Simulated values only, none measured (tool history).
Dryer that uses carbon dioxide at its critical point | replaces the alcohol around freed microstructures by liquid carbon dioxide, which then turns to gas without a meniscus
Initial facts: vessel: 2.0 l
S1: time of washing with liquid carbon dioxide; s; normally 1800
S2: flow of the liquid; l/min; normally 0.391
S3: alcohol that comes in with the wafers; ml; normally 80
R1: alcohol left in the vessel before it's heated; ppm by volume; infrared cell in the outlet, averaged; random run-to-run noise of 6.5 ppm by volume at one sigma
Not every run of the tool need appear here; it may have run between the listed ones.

| run | hour | S1 | S2 | S3 | R1 |
|---|---|---|---|---|---|
| 1 | 0.0 | 1800 | 0.391 | 80 | 597 |
| 2 | 16.8 | 1800 | 0.391 | 80 | 629 |
| 3 | 39.3 | 1800 | 0.391 | 80 | 629 |
| 4 | 60.4 | 1800 | 0.391 | 36 | 344 |
| 5 | 75.0 | 1800 | 0.391 | 36 | 342 |
| 6 | 93.2 | 1800 | 0.391 | 80 | 669 |
| 7 | 104.0 | 1800 | 0.391 | 80 | 665 |
|  | 123.2 | inlet filter changed |
| 8 | 123.8 | 2400 | 0.391 | 80 | 138 |
| 9 | 134.6 | 2400 | 0.391 | 80 | 151 |
| 10 | 145.3 | 2400 | 0.391 | 80 | 146 |
| 11 | 160.6 | 2400 | 0.391 | 80 | 151 |
| 12 | 180.8 | 2400 | 0.391 | 80 | 145 |
| 13 | 207.3 | 1440 | 0.391 | 80 | 898 |
| 14 | 232.2 | 1440 | 0.391 | 80 | 919 |
| 15 | 257.9 | 1440 | 0.391 | 80 | 923 |
| 16 | 278.2 | 1440 | 0.391 | 80 | 923 |
| 17 | 303.3 | 1440 | 0.391 | 80 | 985 |
| 18 | 317.9 | 1800 | 0.391 | 28 | 227 |
| 19 | 338.8 | 1800 | 0.391 | 24 | 205 |
| 20 | 353.2 | 1800 | 0.273 | 80 | 1628 |
| 21 | 366.6 | 1800 | 0.466 | 80 | 239 |
| 22 | 392.3 | 1920 | 0.419 | 75 | 288 |
| 23 | 412.8 | 1920 | 0.419 | 75 | 296 |
| 24 | 436.3 | 1260 | 0.391 | 34 | 765 |
| 25 | 448.7 | 2820 | 0.370 | 37 | 143 |
| 26 | 470.1 | 2820 | 0.370 | 37 | 139 |
| 27 | 487.7 | 2820 | 0.631 | 25 | 120 |
| 28 | 503.8 | 2820 | 0.248 | 39 | 329 |
| 29 | 519.8 | 2820 | 0.248 | 39 | 331 |
| 30 | 545.0 | 1800 | 0.565 | 56 | 176 |
| 31 | 556.1 | 1800 | 0.565 | 56 | 172 |
| 32 | 580.7 | 1800 | 0.278 | 52 | 1194 |
| 33 | 593.4 | 2280 | 0.391 | 96 | 294 |
| 34 | 607.0 | 1740 | 0.279 | 50 | 1268 |
| 35 | 625.2 | 1740 | 0.279 | 50 | 1354 |

Run 36 comes next. What will it give?
| 36 | 646.3 | 1500 | 0.391 | 72 | ? |

For run 36 the tool returned R1 986 ppm by volume.
Take away the tool's hidden state, keep the run-to-run variation as it was, and the same run would have given R1 549 ppm by volume.

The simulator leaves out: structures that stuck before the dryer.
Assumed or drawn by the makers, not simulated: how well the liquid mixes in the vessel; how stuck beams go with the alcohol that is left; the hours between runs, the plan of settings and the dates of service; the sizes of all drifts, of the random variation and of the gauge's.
